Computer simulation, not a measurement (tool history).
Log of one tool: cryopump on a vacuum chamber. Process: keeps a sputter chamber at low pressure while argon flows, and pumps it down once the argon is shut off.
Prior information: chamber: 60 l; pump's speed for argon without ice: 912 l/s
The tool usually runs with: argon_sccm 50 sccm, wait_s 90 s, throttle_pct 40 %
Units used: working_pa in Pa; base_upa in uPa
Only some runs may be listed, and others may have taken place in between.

run	hour	argon_sccm	wait_s	throttle_pct	working_pa	base_upa
1	0.0	50	90	40	0.2485	3.46
2	28.2	50	75	40	0.2501	3.84
# hour 48.9: pump warmed up, emptied and cooled again
3	63.1	50	90	40	0.2319	3.25
4	110.9	50	90	45	0.2072	3.32
5	134.5	50	90	45	0.2075	3.31
6	175.5	50	90	19	0.4889	3.36
7	195.5	50	90	40	0.2330	3.43
8	224.4	50	90	40	0.2336	3.40
9	263.0	50	90	40	0.2334	3.47
10	298.6	50	90	40	0.2351	3.40
11	344.8	50	90	40	0.2380	3.47
12	373.9	50	90	20	0.4678	3.50
13	410.4	50	90	40	0.2372	3.56
14	443.0	50	90	25	0.3761	3.64
# hour 465.2: leaking fittings of the chamber tightened, without venting
15	472.3	22	90	40	0.1052	2.05
16	505.9	22	90	40	0.1052	2.04
17	543.3	22	90	40	0.1070	2.03
18	581.0	22	90	40	0.1065	2.10
19	609.8	70	79	24	0.5529	2.41
20	637.7	49	94	20	0.4653	2.13
21	683.9	78	90	40	0.3784	2.18
22	707.9	78	90	40	0.3780	2.24
23	747.7	41	36	31	0.2561	4.75

The next listed run, before its measurement:
24	786.8	41	36	31	?	?

{"run 24": {"working_pa": 0.2534, "base_upa": 4.82}}
Without the tool's hidden state the same run would have given working_pa 0.2442 Pa, base_upa 4.54 uPa.
